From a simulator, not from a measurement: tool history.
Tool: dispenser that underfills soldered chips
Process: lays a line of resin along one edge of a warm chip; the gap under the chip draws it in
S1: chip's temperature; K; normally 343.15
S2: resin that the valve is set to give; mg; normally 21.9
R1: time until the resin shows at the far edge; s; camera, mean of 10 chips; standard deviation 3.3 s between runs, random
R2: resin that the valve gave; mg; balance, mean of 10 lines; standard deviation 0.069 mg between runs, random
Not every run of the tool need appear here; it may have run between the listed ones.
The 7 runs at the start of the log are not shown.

run   hour      S1    S2      R1     R2
      46.1  -- new syringe of resin
  8   48.9  343.15  24.2     403  23.65
  9   56.6  343.15  24.2   593.5   23.5
      61.9  -- new syringe of resin
 10   64.2  343.15  24.2   401.5   23.4
 11   72.9  343.15  24.2   608.8  23.29
      77.6  -- new syringe of resin
 12   78.2  343.15  20.4   370.8  19.45
 13   83.8  343.15  20.4   504.1  19.53
      93.1  -- new syringe of resin
 14   93.1  343.15  20.4   361.6  19.39
 15   99.8  343.15  20.4   508.4  19.27
     102.9  -- dispensing valve cleaned and set on the balance
 16  108.7  343.15  24.5   734.5  24.44
     109.7  -- new syringe of resin
 17  117.5  343.15  24.5   529.8  24.53
     125.3  -- new syringe of resin
 18  126.9  343.15  25.2   390.6  24.89
 19  132.8  337.15  28.1   704.4  27.62
     141.1  -- new syringe of resin
 20  142.5  330.15  20.3   807.2  19.98
 21  150.8  330.15  20.3  1217.9  19.84

What does the tool deliver on the next run?
       157  -- new syringe of resin
 22  160.3  330.15  20.3   ?   ?

{"run 22": {"R1": 886.6, "R2": 19.68}}
With the hidden condition absent and the run-to-run variation left alone, this run would have shown R1 687 s, R2 20.29 mg.
